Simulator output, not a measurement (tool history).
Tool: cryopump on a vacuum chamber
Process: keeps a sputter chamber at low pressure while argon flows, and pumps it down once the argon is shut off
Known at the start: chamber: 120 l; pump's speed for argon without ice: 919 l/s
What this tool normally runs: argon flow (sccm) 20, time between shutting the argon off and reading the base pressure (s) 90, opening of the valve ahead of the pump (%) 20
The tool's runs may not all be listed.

run   hour  argon flow (sccm)  time between shutting the argon off and reading the base pressure (s)  opening of the valve ahead of the pump (%)  pressure while argon flows (Pa)  pressure after the wait (uPa)
  1      0                 20                                                                     90                                          20                           0.1904                           2.15
  2   15.5                 20                                                                     90                                          20                           0.1923                           2.21
  3   30.6                 20                                                                     90                                          20                           0.1912                           2.14
  4   44.4                 20                                                                     31                                          20                           0.1913                            4.2
  5   55.8                 20                                                                     31                                          20                           0.1917                           4.08
  6   67.3                 20                                                                     90                                          51                           0.0788                           2.25
  7     80                 20                                                                     90                                          51                           0.0796                           2.21
  8   90.9                 20                                                                     90                                          51                           0.0805                           2.24
  9  103.4                 20                                                                     90                                          20                           0.1952                           2.32
 10  119.1                 20                                                                     35                                          20                            0.193                           3.88
 11    131                 24                                                                     35                                          20                           0.2305                           3.87
 12  139.8                 24                                                                     35                                          20                           0.2308                            3.9
 13  150.8                 24                                                                     35                                          40                           0.1218                           3.94
 14  158.6                 10                                                                    103                                          17                           0.1134                           2.18
 15  173.1                 10                                                                    103                                          22                           0.0893                           2.22
 16  186.6                 20                                                                     90                                          55                            0.076                           2.36
 17    204                 11                                                                     90                                          16                           0.1315                           2.31
 18  218.1                 16                                                                    159                                          42                           0.0771                           1.89
 19  232.6                 38                                                                     22                                          45                           0.1747                           5.56
 20  240.3                 18                                                                     22                                          21                           0.1686                           5.62
 21  248.2                 19                                                                     50                                          39                           0.0996                           3.24
 22  255.4                 23                                                                    138                                          50                           0.0977                            2.1
 23  264.5                 22                                                                    169                                          50                           0.0937                           1.96
 24  278.9                 20                                                                     66                                          45                           0.0921                           2.76
 25  293.4                 12                                                                    281                                          20                           0.1173                           1.73
 26  301.6                 12                                                                    281                                          20                           0.1173                           1.76

Here are 5 independent what-if runs from the current tool condition. What would each one return?
  A  309.1                 20                                                                     90                                          43                                ?                              ?
  B  309.1                 13                                                                    139                                          22                                ?                              ?
  C  309.1                 34                                                                     39                                          49                                ?                              ?
  D  309.1                 25                                                                     90                                          20                                ?                              ?
  E  309.1                 14                                                                     90                                          19                                ?                              ?

run  pressure while argon flows (Pa)  pressure after the wait (uPa)
  A                           0.0978                           2.49
  B                            0.116                           2.14
  C                           0.1482                           3.77
  D                           0.2438                           2.45
  E                           0.1431                           2.45
With no hidden state in the tool, these same runs would have given:
run  pressure while argon flows (Pa)  pressure after the wait (uPa)
  A                            0.086                           1.36
  B                           0.1084                           1.01
  C                            0.128                           2.67
  D                            0.229                           1.34
  E                           0.1348                           1.33
